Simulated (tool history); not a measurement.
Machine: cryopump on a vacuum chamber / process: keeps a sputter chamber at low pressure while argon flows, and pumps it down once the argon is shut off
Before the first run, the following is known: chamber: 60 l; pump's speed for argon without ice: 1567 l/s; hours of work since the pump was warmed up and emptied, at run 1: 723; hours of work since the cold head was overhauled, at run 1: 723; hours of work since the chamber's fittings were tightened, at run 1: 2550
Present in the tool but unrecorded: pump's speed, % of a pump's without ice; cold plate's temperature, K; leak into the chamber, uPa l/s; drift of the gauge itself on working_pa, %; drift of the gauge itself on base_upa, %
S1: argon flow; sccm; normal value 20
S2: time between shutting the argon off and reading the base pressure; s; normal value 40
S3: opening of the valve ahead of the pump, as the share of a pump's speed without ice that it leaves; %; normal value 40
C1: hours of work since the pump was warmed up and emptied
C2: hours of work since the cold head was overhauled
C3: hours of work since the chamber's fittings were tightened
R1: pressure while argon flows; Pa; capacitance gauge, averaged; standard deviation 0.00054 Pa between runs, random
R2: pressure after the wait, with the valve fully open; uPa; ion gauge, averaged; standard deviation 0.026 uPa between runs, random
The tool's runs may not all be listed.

| run | hour | S1 | S2 | S3 | C1 | C2 | C3 | R1 | R2 |
|---|---|---|---|---|---|---|---|---|---|
| 1 | 0.0 | 20 | 40 | 40 | 723 | 723 | 2550 | 0.0573 | 2.25 |
| 2 | 41.4 | 20 | 42 | 40 | 743 | 743 | 2570 | 0.0580 | 2.18 |
| 3 | 64.5 | 20 | 42 | 40 | 754 | 754 | 2581 | 0.0589 | 2.21 |
| 4 | 100.3 | 20 | 42 | 40 | 771 | 771 | 2598 | 0.0591 | 2.22 |
| 5 | 148.7 | 20 | 42 | 40 | 794 | 794 | 2621 | 0.0599 | 2.26 |
| 6 | 176.0 | 20 | 42 | 40 | 808 | 808 | 2635 | 0.0592 | 2.30 |
| 7 | 216.9 | 20 | 42 | 40 | 827 | 827 | 2654 | 0.0595 | 2.25 |
| 8 | 261.1 | 20 | 42 | 40 | 849 | 849 | 2676 | 0.0598 | 2.33 |
| 9 | 300.9 | 10 | 42 | 17 | 868 | 868 | 2695 | 0.0656 | 2.28 |
| 10 | 322.7 | 28 | 40 | 25 | 878 | 878 | 2705 | 0.1287 | 2.40 |
| 11 | 358.0 | 20 | 95 | 28 | 895 | 895 | 2722 | 0.0834 | 1.87 |
| 12 | 406.8 | 9 | 40 | 40 | 919 | 919 | 2746 | 0.0262 | 2.51 |
| 13 | 447.3 | 14 | 119 | 54 | 938 | 938 | 2765 | 0.0330 | 1.85 |
| 14 | 479.4 | 40 | 46 | 36 | 954 | 954 | 2781 | 0.1336 | 2.30 |
| 15 | 499.9 | 21 | 66 | 18 | 963 | 963 | 2790 | 0.1334 | 2.10 |

For some of the steps in R1 from one run to the next: how much would appear even if the tool had no hidden state, given the settings, what came in and random variation, and how much remains for the hidden state plus any gauge scatter that the measured result and the result without hidden state don't share?
Run 13 -> 14: S1 14 -> 40, S2 119 -> 46, S3 54 -> 36. R1 +0.1006 Pa: hidden state +0.0084, all else +0.0922.
